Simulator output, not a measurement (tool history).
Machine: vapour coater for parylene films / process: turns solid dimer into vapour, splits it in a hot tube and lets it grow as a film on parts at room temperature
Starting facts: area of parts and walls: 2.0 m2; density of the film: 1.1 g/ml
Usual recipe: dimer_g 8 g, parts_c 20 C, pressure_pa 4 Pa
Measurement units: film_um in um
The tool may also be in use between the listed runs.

{"run": 1, "hour": 0.0, "dimer_g": 8, "parts_c": 20, "pressure_pa": 4, "film_um": 2.87}
{"run": 2, "hour": 13.0, "dimer_g": 8, "parts_c": 20, "pressure_pa": 4, "film_um": 2.87}
{"run": 3, "hour": 25.9, "dimer_g": 8, "parts_c": 20, "pressure_pa": 4, "film_um": 2.92}
{"run": 4, "hour": 35.6, "dimer_g": 9, "parts_c": 20, "pressure_pa": 4, "film_um": 3.24}
{"run": 5, "hour": 56.9, "dimer_g": 9, "parts_c": 20, "pressure_pa": 4, "film_um": 3.24}
{"run": 6, "hour": 70.8, "dimer_g": 9, "parts_c": 20, "pressure_pa": 4, "film_um": 3.2}
{"run": 7, "hour": 86.6, "dimer_g": 9, "parts_c": 20, "pressure_pa": 4, "film_um": 3.18}
{"run": 8, "hour": 99.2, "dimer_g": 9, "parts_c": 20, "pressure_pa": 4, "film_um": 3.18}
{"run": 9, "hour": 112.3, "dimer_g": 13, "parts_c": 20, "pressure_pa": 4, "film_um": 4.61}
{"run": 10, "hour": 126.0, "dimer_g": 13, "parts_c": 20, "pressure_pa": 4, "film_um": 4.59}
{"run": 11, "hour": 143.2, "dimer_g": 8, "parts_c": 20, "pressure_pa": 4, "film_um": 2.79}
{"run": 12, "hour": 154.7, "dimer_g": 8, "parts_c": 20, "pressure_pa": 4, "film_um": 2.78}
{"run": 13, "hour": 173.3, "dimer_g": 8, "parts_c": 20, "pressure_pa": 4, "film_um": 2.79}
{"run": 14, "hour": 184.5, "dimer_g": 8, "parts_c": 20, "pressure_pa": 4, "film_um": 2.83}
{"run": 15, "hour": 195.5, "dimer_g": 8, "parts_c": 20, "pressure_pa": 4, "film_um": 2.75}
{"run": 16, "hour": 217.2, "dimer_g": 9, "parts_c": 20, "pressure_pa": 4, "film_um": 3.12}
{"hour": 222.5, "done": "trap's valve overhauled"}
{"run": 17, "hour": 241.1, "dimer_g": 7, "parts_c": 19, "pressure_pa": 4.35, "film_um": 2.4}
{"run": 18, "hour": 262.8, "dimer_g": 7, "parts_c": 19, "pressure_pa": 4.35, "film_um": 2.31}
{"run": 19, "hour": 275.7, "dimer_g": 3, "parts_c": 20, "pressure_pa": 6.48, "film_um": 0.93}
{"hour": 288.4, "done": "trap's valve overhauled, once more"}
{"run": 20, "hour": 299.9, "dimer_g": 11, "parts_c": 24, "pressure_pa": 6.45, "film_um": 3.5}
{"run": 21, "hour": 314.9, "dimer_g": 11, "parts_c": 24, "pressure_pa": 6.45, "film_um": 3.55}
{"run": 22, "hour": 329.8, "dimer_g": 4, "parts_c": 18, "pressure_pa": 8.64, "film_um": 1.44}
{"run": 23, "hour": 342.3, "dimer_g": 5, "parts_c": 15, "pressure_pa": 2.22, "film_um": 2.15}

What if the next run were any one of these 3? Each begins from the tool's condition after run 23:
{"run": "A", "hour": 351.8, "dimer_g": 8, "parts_c": 30, "pressure_pa": 4, "film_um": "?"}
{"run": "B", "hour": 351.8, "dimer_g": 6, "parts_c": 30, "pressure_pa": 6.74, "film_um": "?"}
{"run": "C", "hour": 351.8, "dimer_g": 8, "parts_c": 26, "pressure_pa": 2.15, "film_um": "?"}

run=A film_um=2.31
run=B film_um=1.67
run=C film_um=2.71
Take away the tool's hidden state, keep each run's random variation, and the runs would have read:
run=A film_um=2.3
run=B film_um=1.66
run=C film_um=2.71

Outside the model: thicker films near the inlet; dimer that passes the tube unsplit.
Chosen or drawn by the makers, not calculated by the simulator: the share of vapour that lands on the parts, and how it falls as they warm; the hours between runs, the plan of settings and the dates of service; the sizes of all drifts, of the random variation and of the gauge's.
